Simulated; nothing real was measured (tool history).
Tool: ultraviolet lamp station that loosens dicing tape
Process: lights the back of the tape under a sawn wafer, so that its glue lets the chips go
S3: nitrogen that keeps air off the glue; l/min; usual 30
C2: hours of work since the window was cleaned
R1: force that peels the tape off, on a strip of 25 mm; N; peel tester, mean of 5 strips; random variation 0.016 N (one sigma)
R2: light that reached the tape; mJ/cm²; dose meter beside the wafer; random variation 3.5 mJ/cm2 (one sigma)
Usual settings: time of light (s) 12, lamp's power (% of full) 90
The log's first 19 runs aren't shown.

Run 20, hour 149.6: usual settings but S3 10 l/min; hours of work of the lamp 286; C2 155. Result: R1 1.749 N, R2 487 mJ/cm².
Run 21, hour 156.3: usual settings but lamp's power (% of full) 69; hours of work of the lamp 290; C2 159. Result: R1 1.87 N, R2 372 mJ/cm².
Run 22, hour 164.3: usual settings but S3 56 l/min; hours of work of the lamp 295; C2 164. Result: R1 0.924 N, R2 482 mJ/cm².
Run 23, hour 176: usual settings but S3 56 l/min; hours of work of the lamp 303; C2 172. Result: R1 0.88 N, R2 480 mJ/cm².
At hour 177.4: window cleaned of glue's vapour.
Run 24, hour 183.1: usual settings but time of light (s) 6, lamp's power (% of full) 70, S3 9 l/min; hours of work of the lamp 307; C2 4. Result: R1 5.883 N, R2 176 mJ/cm².
Run 25, hour 189: usual settings but time of light (s) 17, S3 16 l/min; hours of work of the lamp 311; C2 7. Result: R1 0.71 N, R2 654 mJ/cm².
Run 26, hour 195.7: usual settings but lamp's power (% of full) 71; hours of work of the lamp 315; C2 12. Result: R1 1.94 N, R2 366 mJ/cm².
At hour 204.5: window cleaned of glue's vapour, once more.
Run 27, hour 204.5: usual settings but time of light (s) 8, lamp's power (% of full) 81, S3 33 l/min; hours of work of the lamp 320; C2 0. Result: R1 2.498 N, R2 309 mJ/cm².
Run 28, hour 210.2: usual settings but lamp's power (% of full) 63, S3 15 l/min; hours of work of the lamp 324; C2 4. Result: R1 2.392 N, R2 351 mJ/cm².
Run 29, hour 221.3: usual settings but lamp's power (% of full) 63, S3 15 l/min; hours of work of the lamp 331; C2 11. Result: R1 2.606 N, R2 349 mJ/cm².
Run 30, hour 227.7: usual settings but time of light (s) 6, lamp's power (% of full) 60; hours of work of the lamp 335; C2 15. Result: R1 5.258 N, R2 171 mJ/cm².
Run 31, hour 232.5: usual settings but time of light (s) 10, lamp's power (% of full) 88, S3 46 l/min; hours of work of the lamp 339; C2 18. Result: R1 1.339 N, R2 405 mJ/cm².
Run 32, hour 239.5: usual settings but time of light (s) 8; hours of work of the lamp 343; C2 23. Result: R1 2.176 N, R2 330 mJ/cm².
Run 33, hour 247.5: usual settings but time of light (s) 8; hours of work of the lamp 348; C2 28. Result: R1 2.254 N, R2 332 mJ/cm².
Run 34, hour 255.3: usual settings but lamp's power (% of full) 87; hours of work of the lamp 353; C2 33. Result: R1 1.105 N, R2 479 mJ/cm².
Run 35, hour 262.1: usual settings but time of light (s) 7, lamp's power (% of full) 80, S3 12 l/min; hours of work of the lamp 358; C2 37. Result: R1 4.132 N, R2 255 mJ/cm².
Run 36, hour 267.4: usual settings but time of light (s) 9; hours of work of the lamp 361; C2 41. Result: R1 1.862 N, R2 369 mJ/cm².
Run 37, hour 273.9: usual settings but S3 10 l/min; hours of work of the lamp 365; C2 45. Result: R1 1.649 N, R2 482 mJ/cm².
Run 38, hour 284.1: usual settings but lamp's power (% of full) 99, S3 39 l/min; hours of work of the lamp 372; C2 51. Result: R1 0.778 N, R2 544 mJ/cm².
Run 39, hour 289.1: usual settings but time of light (s) 23, lamp's power (% of full) 67, S3 38 l/min; hours of work of the lamp 375; C2 55. Result: R1 0.424 N, R2 693 mJ/cm².
Run 40, hour 298: usual settings but time of light (s) 23, lamp's power (% of full) 67, S3 38 l/min; hours of work of the lamp 381; C2 60. Result: R1 0.4 N, R2 688 mJ/cm².
Run 41, hour 307.9: usual settings but time of light (s) 23, lamp's power (% of full) 99, S3 56 l/min; hours of work of the lamp 387; C2 67. Result: R1 0.162 N, R2 1022 mJ/cm².
Run 42, hour 319.7: usual settings but time of light (s) 8, lamp's power (% of full) 77, S3 22 l/min; hours of work of the lamp 395; C2 74. Result: R1 3.164 N, R2 276 mJ/cm².
Run 43, hour 325: usual settings but time of light (s) 8, lamp's power (% of full) 77, S3 22 l/min; hours of work of the lamp 398; C2 78. Result: R1 3.211 N, R2 275 mJ/cm².
Run 44, hour 335.1: usual settings but S3 53 l/min; hours of work of the lamp 405; C2 84. Result: R1 0.879 N, R2 480 mJ/cm².

Forecast each of these 3 alternatives for the next run:
Run A, hour 345: usual settings but time of light (s) 19, S3 53 l/min; hours of work of the lamp 411; C2 91. Result: R1 ?, R2 ?.
Run B, hour 345: usual settings but time of light (s) 9, lamp's power (% of full) 71, S3 50 l/min; hours of work of the lamp 411; C2 91. Result: R1 ?, R2 ?.
Run C, hour 345: usual settings but S3 41 l/min; hours of work of the lamp 411; C2 91. Result: R1 ?, R2 ?.

run     R1   R2
  A  0.303  751
  B  2.496  281
  C  1.021  476
Without the tool's hidden state the same runs would have given:
run     R1   R2
  A  0.213  892
  B   1.89  333
  C  0.683  565

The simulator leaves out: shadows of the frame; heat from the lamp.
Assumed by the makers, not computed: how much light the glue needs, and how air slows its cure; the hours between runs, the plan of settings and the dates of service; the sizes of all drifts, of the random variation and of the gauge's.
